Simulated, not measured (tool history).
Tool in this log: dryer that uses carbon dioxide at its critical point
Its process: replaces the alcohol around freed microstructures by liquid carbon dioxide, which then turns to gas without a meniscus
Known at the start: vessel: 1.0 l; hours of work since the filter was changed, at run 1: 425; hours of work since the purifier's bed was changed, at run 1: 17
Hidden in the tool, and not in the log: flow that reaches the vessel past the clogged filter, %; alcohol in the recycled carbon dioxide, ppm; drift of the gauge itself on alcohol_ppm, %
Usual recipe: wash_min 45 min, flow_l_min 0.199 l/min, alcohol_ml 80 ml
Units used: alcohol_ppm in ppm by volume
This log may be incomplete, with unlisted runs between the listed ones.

run   hour  wash_min  flow_l_min  alcohol_ml  hours of work since the filter was changed  hours of work since the purifier's bed was changed  alcohol_ppm
  1    0.0        45       0.199          80                                         425                                                  17           70
  2   10.0        33       0.199          80                                         432                                                  24          432
  3   21.1        33       0.199          80                                         439                                                  32          451
  4   35.6        33       0.199          80                                         449                                                  42          471
  5   43.8        33       0.199          80                                         455                                                  47          469
  6   58.0        38       0.199          80                                         465                                                  57          232
  7   67.4        45       0.270          80                                         471                                                  63           16
  8   81.7        45       0.270          80                                         481                                                  73           21
      89.3  -- inlet filter changed
  9   89.7        45       0.199          80                                           0                                                  78           54
 10  100.1        45       0.199          80                                           7                                                  85           55
 11  112.5        45       0.258          80                                          16                                                  94           26
 12  120.3        45       0.258          80                                          21                                                  99           26
 13  129.2        45       0.258          80                                          27                                                 105           24
 14  136.3        45       0.199          80                                          32                                                 110           48
 15  146.8        45       0.134          44                                          40                                                 117          276
 16  155.2        45       0.134          44                                          45                                                 123          275
 17  162.2        45       0.134          44                                          50                                                 128          280
 18  168.3        45       0.158          94                                          54                                                 132          228
 19  176.3        71       0.189          43                                          60                                                 138           32
 20  186.1        71       0.189          43                                          67                                                 145           33

Estimate the outcome of run 21 from the log above:
 21  193.4        35       0.120          48                                          72                                                 150            ?

Run 21 produced alcohol_ppm 1353 ppm by volume.
Take away the tool's hidden state, keep the run-to-run variation as it was, and the same run would have given alcohol_ppm 1241 ppm by volume.
